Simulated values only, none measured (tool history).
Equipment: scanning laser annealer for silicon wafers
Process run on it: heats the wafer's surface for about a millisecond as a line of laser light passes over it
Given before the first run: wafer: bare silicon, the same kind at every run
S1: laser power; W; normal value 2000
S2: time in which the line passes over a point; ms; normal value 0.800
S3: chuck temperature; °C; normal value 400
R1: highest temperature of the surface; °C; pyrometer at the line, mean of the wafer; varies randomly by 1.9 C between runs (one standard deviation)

{"run": 1, "hour": 0.0, "S1": 2000, "S2": 0.8, "S3": 400, "R1": 1102}
{"run": 2, "hour": 44.3, "S1": 2000, "S2": 0.8, "S3": 400, "R1": 1094}
{"run": 3, "hour": 105.9, "S1": 2000, "S2": 0.8, "S3": 400, "R1": 1095}
{"run": 4, "hour": 172.7, "S1": 2000, "S2": 0.8, "S3": 400, "R1": 1097}
{"run": 5, "hour": 225.2, "S1": 2000, "S2": 0.8, "S3": 400, "R1": 1095}
{"run": 6, "hour": 276.0, "S1": 1914, "S2": 0.595, "S3": 400, "R1": 954}
{"hour": 283.2, "done": "laser's power meter calibrated"}
{"run": 7, "hour": 361.4, "S1": 1914, "S2": 0.595, "S3": 400, "R1": 956}
{"run": 8, "hour": 435.5, "S1": 2067, "S2": 0.595, "S3": 400, "R1": 1001}
{"run": 9, "hour": 486.5, "S1": 2067, "S2": 0.595, "S3": 400, "R1": 1002}
{"run": 10, "hour": 565.7, "S1": 2067, "S2": 0.595, "S3": 400, "R1": 1001}

Forecast each of these 3 alternatives for the next run:
{"run": "A", "hour": 631.4, "S1": 1897, "S2": 0.8, "S3": 406, "R1": "?"}
{"run": "B", "hour": 631.4, "S1": 1836, "S2": 0.919, "S3": 439, "R1": "?"}
{"run": "C", "hour": 631.4, "S1": 1941, "S2": 0.974, "S3": 392, "R1": "?"}

run=A R1=1061
run=B R1=1126
run=C R1=1146
What these runs would have given with no unlogged condition in the tool:
run=A R1=1074
run=B R1=1140
run=C R1=1161

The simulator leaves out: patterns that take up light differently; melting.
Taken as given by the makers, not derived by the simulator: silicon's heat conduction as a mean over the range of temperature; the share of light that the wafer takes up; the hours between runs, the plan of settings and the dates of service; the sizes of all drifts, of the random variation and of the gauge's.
